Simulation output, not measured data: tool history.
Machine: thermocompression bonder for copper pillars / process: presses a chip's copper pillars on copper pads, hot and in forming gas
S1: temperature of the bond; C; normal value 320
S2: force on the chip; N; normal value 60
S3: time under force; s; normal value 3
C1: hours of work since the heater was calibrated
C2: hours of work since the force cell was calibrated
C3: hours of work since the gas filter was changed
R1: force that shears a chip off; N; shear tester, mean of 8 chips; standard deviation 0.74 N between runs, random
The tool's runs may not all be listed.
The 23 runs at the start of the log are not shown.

-- hour=384.9 forming gas filter changed
run 24 hour=401.2 | S1=340 S2=51 S3=5 | C1=765 C2=710 C3=13 | R1=75.2
run 25 hour=422.2 | S1=349 S2=69 S3=3 | C1=782 C2=726 C3=29 | R1=84.5
run 26 hour=434.1 | S1=349 S2=69 S3=3 | C1=791 C2=735 C3=39 | R1=83.8
run 27 hour=450.5 | S1=320 S2=43 S3=5 | C1=804 C2=748 C3=51 | R1=55.2
run 28 hour=470.6 | S1=330 S2=59 S3=2 | C1=820 C2=764 C3=67 | R1=55.4
run 29 hour=494.2 | S1=325 S2=47 S3=3 | C1=838 C2=782 C3=86 | R1=50.6
run 30 hour=516.2 | S1=320 S2=60 S3=2 | C1=855 C2=800 C3=103 | R1=48.8
run 31 hour=538.4 | S1=320 S2=60 S3=2 | C1=873 C2=817 C3=120 | R1=48.9
run 32 hour=550.0 | S1=301 S2=68 S3=8 | C1=882 C2=826 C3=129 | R1=69.5
run 33 hour=574.4 | S1=345 S2=43 S3=5 | C1=901 C2=845 C3=148 | R1=65.1
-- hour=591.2 forming gas filter changed
run 34 hour=591.2 | S1=345 S2=43 S3=2 | C1=914 C2=858 C3=0 | R1=52.0
run 35 hour=605.8 | S1=347 S2=60 S3=2 | C1=925 C2=869 C3=11 | R1=69.0
run 36 hour=622.3 | S1=323 S2=41 S3=2 | C1=938 C2=882 C3=24 | R1=40.2
run 37 hour=645.3 | S1=331 S2=46 S3=2 | C1=956 C2=900 C3=42 | R1=47.9
run 38 hour=660.2 | S1=309 S2=60 S3=5 | C1=967 C2=912 C3=54 | R1=64.3
run 39 hour=672.7 | S1=301 S2=78 S3=4 | C1=977 C2=922 C3=64 | R1=65.4

Consider 4 possible next runs. They are alternatives, not a sequence: every one starts from the tool as it was left by run 39. What does each give?
run A hour=696.2 | S1=301 S2=78 S3=4 | C1=996 C2=940 C3=82 | R1=?
run B hour=696.2 | S1=342 S2=36 S3=4 | C1=996 C2=940 C3=82 | R1=?
run C hour=696.2 | S1=312 S2=55 S3=5 | C1=996 C2=940 C3=82 | R1=?
run D hour=696.2 | S1=303 S2=39 S3=4 | C1=996 C2=940 C3=82 | R1=?

run=A R1=65.0
run=B R1=55.8
run=C R1=59.3
run=D R1=39.3
What these runs would have given with no unlogged condition in the tool:
run=A R1=60.6
run=B R1=52.0
run=C R1=55.2
run=D R1=35.7
